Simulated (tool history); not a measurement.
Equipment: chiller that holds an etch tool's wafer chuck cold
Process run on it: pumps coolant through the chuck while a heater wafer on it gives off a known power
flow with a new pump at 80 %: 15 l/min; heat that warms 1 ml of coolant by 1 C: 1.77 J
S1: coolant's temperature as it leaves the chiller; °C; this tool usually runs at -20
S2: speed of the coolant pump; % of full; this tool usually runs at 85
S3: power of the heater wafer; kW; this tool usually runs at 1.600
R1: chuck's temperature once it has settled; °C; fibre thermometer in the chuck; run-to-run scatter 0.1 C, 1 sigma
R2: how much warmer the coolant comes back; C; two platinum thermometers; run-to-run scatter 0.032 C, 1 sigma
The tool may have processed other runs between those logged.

| run | day | S1 | S2 | S3 | R1 | R2 |
|---|---|---|---|---|---|---|
| 1 | 0.000 | -20 | 85 | 1.600 | -2.3 | 3.78 |
| 2 | 5.042 | -20 | 85 | 1.600 | -2.1 | 3.72 |
| 3 | 11.179 | -20 | 85 | 1.600 | -1.9 | 3.67 |
| 4 | 16.875 | -20 | 85 | 1.600 | -1.5 | 3.77 |
| 5 | 23.404 | -20 | 85 | 1.377 | -4.1 | 3.26 |
| 6 | 30.029 | -20 | 85 | 1.377 | -4.1 | 3.26 |
| 7 | 35.675 | -20 | 85 | 1.377 | -3.7 | 3.35 |
| 8 | 39.208 | -20 | 85 | 1.377 | -3.8 | 3.29 |
| 9 | 44.742 | -20 | 85 | 1.377 | -3.6 | 3.26 |
| 10 | 49.375 | -20 | 85 | 1.377 | -3.5 | 3.23 |
| 11 | 52.229 | -20 | 85 | 1.377 | -3.4 | 3.32 |
| 12 | 57.208 | -20 | 85 | 1.600 | -0.7 | 3.80 |
| 13 | 60.583 | -29 | 62 | 1.883 | 1.4 | 6.38 |
| 14 | 66.721 | -29 | 62 | 1.883 | 1.7 | 6.47 |
| 15 | 70.233 | -18 | 64 | 0.974 | -2.3 | 3.14 |
| 16 | 73.775 | -18 | 64 | 0.974 | -2.2 | 3.20 |
| 17 | 80.242 | -18 | 64 | 0.974 | -2.2 | 3.24 |
| 18 | 83.904 | -20 | 75 | 1.600 | 2.6 | 4.44 |
| 19 | 88.846 | -18 | 74 | 0.826 | -6.1 | 2.38 |
| 20 | 91.971 | -17 | 63 | 0.826 | -2.8 | 2.79 |
| 21 | 96.862 | -20 | 76 | 1.528 | 1.5 | 4.24 |
| 22 | 101.717 | -20 | 76 | 1.528 | 1.7 | 4.29 |
| 23 | 105.271 | -12 | 80 | 1.600 | 10.0 | 4.29 |

What if the next run were any one of these 3? Each begins from the tool's condition after run 23:
|  | 105.925 | chiller's thermometer calibrated |
| A | 110.088 | -20 | 84 | 0.880 | ? | ? |
|  | 105.925 | chiller's thermometer calibrated |
| B | 110.088 | -20 | 60 | 1.600 | ? | ? |
|  | 105.925 | chiller's thermometer calibrated |
| C | 110.088 | -18 | 75 | 0.902 | ? | ? |

| run | R1 | R2 |
|---|---|---|
| A | -9.0 | 2.21 |
| B | 7.7 | 5.84 |
| C | -5.3 | 2.60 |
With no hidden state in the tool, these same runs would have given:
| run | R1 | R2 |
|---|---|---|
| A | -11.2 | 1.89 |
| B | 2.4 | 4.98 |
| C | -7.8 | 2.22 |

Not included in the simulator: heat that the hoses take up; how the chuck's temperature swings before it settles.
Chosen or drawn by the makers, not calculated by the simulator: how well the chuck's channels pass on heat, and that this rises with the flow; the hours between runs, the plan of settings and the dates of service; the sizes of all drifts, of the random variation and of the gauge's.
